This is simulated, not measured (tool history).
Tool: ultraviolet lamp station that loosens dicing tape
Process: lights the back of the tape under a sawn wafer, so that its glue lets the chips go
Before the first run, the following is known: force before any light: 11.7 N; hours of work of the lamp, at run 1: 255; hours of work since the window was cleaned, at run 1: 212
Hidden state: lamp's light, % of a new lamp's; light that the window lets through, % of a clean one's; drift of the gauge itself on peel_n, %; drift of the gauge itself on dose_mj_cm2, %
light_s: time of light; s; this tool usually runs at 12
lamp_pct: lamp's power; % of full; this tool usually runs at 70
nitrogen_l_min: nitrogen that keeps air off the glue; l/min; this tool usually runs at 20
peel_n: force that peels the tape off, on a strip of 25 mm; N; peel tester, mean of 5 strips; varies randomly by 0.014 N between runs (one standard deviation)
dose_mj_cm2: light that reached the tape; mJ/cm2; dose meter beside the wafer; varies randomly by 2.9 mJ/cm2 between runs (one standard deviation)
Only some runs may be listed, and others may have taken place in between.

run	day	light_s	lamp_pct	nitrogen_l_min	hours of work of the lamp	hours of work since the window was cleaned	peel_n	dose_mj_cm2
1	0	12	70	20	255	212	1.044	343
2	1.304	12	70	20	274	231	1.061	338
3	1.967	12	70	20	283	241	1.061	339
4	3.246	12	70	20	302	259	1.179	327
5	3.992	12	70	20	313	270	1.144	325
6	5.158	12	70	20	330	287	1.201	322
# day 5.271: window cleaned of glue's vapour
7	6.412	20	64	23	348	17	0.476	462
8	7.112	9	69	18	358	27	2.386	222
9	8.225	9	69	18	374	43	2.496	224
10	8.912	12	70	14	384	53	1.671	293
11	9.917	7	70	20	399	68	3.542	171
12	11.083	9	87	19	416	85	1.823	262

Forecast each of these 3 alternatives for the next run:
A	12.196	20	81	7	432	101	?	?
B	12.196	11	87	37	432	101	?	?
C	12.196	9	64	12	432	101	?	?

run	peel_n	dose_mj_cm2
A	0.661	540
B	0.94	321
C	3.491	195
With no hidden state in the tool, these same runs would have given:
run	peel_n	dose_mj_cm2
A	0.253	800
B	0.359	475
C	1.971	287

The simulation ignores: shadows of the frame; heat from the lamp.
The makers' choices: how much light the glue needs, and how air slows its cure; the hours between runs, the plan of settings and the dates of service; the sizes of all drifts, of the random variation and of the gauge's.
